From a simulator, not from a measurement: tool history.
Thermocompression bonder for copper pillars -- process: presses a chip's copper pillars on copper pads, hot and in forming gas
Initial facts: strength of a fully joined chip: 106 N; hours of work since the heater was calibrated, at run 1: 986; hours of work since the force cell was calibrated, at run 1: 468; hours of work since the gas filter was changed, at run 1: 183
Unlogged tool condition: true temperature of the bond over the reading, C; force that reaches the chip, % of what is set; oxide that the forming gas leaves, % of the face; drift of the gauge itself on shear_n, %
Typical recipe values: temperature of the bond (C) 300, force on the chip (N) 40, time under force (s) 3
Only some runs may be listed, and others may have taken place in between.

| run | hour | temperature of the bond (C) | force on the chip (N) | time under force (s) | hours of work since the heater was calibrated | hours of work since the force cell was calibrated | hours of work since the gas filter was changed | force that shears a chip off (N) |
|---|---|---|---|---|---|---|---|---|
| 1 | 0.0 | 300 | 40 | 3 | 986 | 468 | 183 | 68.9 |
| 2 | 64.0 | 300 | 40 | 3 | 1020 | 502 | 216 | 68.0 |
| 3 | 97.6 | 300 | 40 | 3 | 1037 | 519 | 233 | 67.2 |
| 4 | 159.2 | 300 | 40 | 3 | 1069 | 551 | 266 | 67.7 |
| 5 | 205.6 | 300 | 40 | 3 | 1094 | 575 | 290 | 67.1 |
|  | 224.1 | forming gas filter changed |
|  | 230.6 | heater calibrated with a thermocouple chip |
| 6 | 275.4 | 300 | 41 | 3 | 23 | 610 | 26 | 65.3 |
| 7 | 341.6 | 300 | 41 | 3 | 58 | 645 | 60 | 65.4 |
| 8 | 394.8 | 300 | 41 | 3 | 86 | 673 | 88 | 64.9 |
| 9 | 450.1 | 300 | 41 | 3 | 114 | 702 | 117 | 64.5 |
| 10 | 513.6 | 300 | 40 | 3 | 148 | 735 | 150 | 62.9 |
| 11 | 553.4 | 300 | 40 | 3 | 168 | 755 | 171 | 62.7 |
|  | 592.8 | force cell calibrated |
| 12 | 620.2 | 300 | 40 | 3 | 202 | 14 | 205 | 66.4 |
| 13 | 656.1 | 300 | 40 | 3 | 221 | 33 | 223 | 66.2 |
| 14 | 708.8 | 300 | 51 | 3 | 248 | 60 | 251 | 75.7 |
| 15 | 742.8 | 284 | 40 | 3 | 266 | 78 | 269 | 58.7 |
| 16 | 773.9 | 284 | 40 | 4 | 282 | 94 | 285 | 64.0 |
|  | 802.5 | forming gas filter changed |
| 17 | 827.4 | 284 | 40 | 4 | 310 | 122 | 13 | 66.5 |
| 18 | 890.8 | 300 | 40 | 9 | 343 | 155 | 46 | 88.7 |
| 19 | 941.3 | 300 | 40 | 9 | 369 | 181 | 72 | 88.1 |
| 20 | 991.7 | 300 | 40 | 9 | 396 | 208 | 99 | 87.5 |
| 21 | 1020.9 | 288 | 33 | 3 | 411 | 223 | 114 | 54.4 |
| 22 | 1074.5 | 280 | 40 | 3 | 439 | 251 | 142 | 57.7 |
| 23 | 1125.1 | 300 | 40 | 4 | 465 | 277 | 168 | 72.7 |
| 24 | 1157.7 | 319 | 34 | 3 | 482 | 294 | 185 | 68.0 |
| 25 | 1191.4 | 273 | 34 | 3 | 500 | 312 | 203 | 48.7 |
| 26 | 1257.2 | 273 | 34 | 3 | 534 | 346 | 237 | 47.7 |
| 27 | 1297.4 | 273 | 34 | 3 | 555 | 367 | 258 | 47.5 |
| 28 | 1355.0 | 273 | 29 | 3 | 585 | 397 | 288 | 42.2 |
|  | 1378.6 | forming gas filter changed |
| 29 | 1383.7 | 273 | 29 | 3 | 600 | 412 | 3 | 44.3 |
| 30 | 1420.8 | 319 | 54 | 6 | 619 | 431 | 22 | 96.3 |
| 31 | 1479.9 | 319 | 54 | 6 | 650 | 462 | 53 | 96.1 |
| 32 | 1530.2 | 300 | 42 | 3 | 676 | 488 | 79 | 70.2 |
| 33 | 1590.5 | 270 | 35 | 3 | 708 | 520 | 110 | 48.3 |
| 34 | 1640.9 | 270 | 35 | 3 | 734 | 546 | 137 | 48.2 |
| 35 | 1699.2 | 270 | 35 | 3 | 764 | 576 | 167 | 48.0 |
| 36 | 1766.0 | 321 | 51 | 3 | 799 | 611 | 202 | 83.4 |
| 37 | 1796.7 | 307 | 29 | 7 | 815 | 627 | 218 | 72.4 |
| 38 | 1863.4 | 307 | 29 | 7 | 850 | 662 | 253 | 71.9 |

Consider 3 possible next runs. They are alternatives, not a sequence: every one starts from the tool as it was left by run 38. What does each give?
| A | 1922.1 | 317 | 41 | 9 | 880 | 692 | 283 | ? |
| B | 1922.1 | 296 | 40 | 2 | 880 | 692 | 283 | ? |
| C | 1922.1 | 297 | 29 | 7 | 880 | 692 | 283 | ? |

| run | force that shears a chip off (N) |
|---|---|
| A | 89.8 |
| B | 56.2 |
| C | 67.2 |
What these runs would have given with no unlogged condition in the tool:
| run | force that shears a chip off (N) |
|---|---|
| A | 94.4 |
| B | 59.1 |
| C | 70.6 |
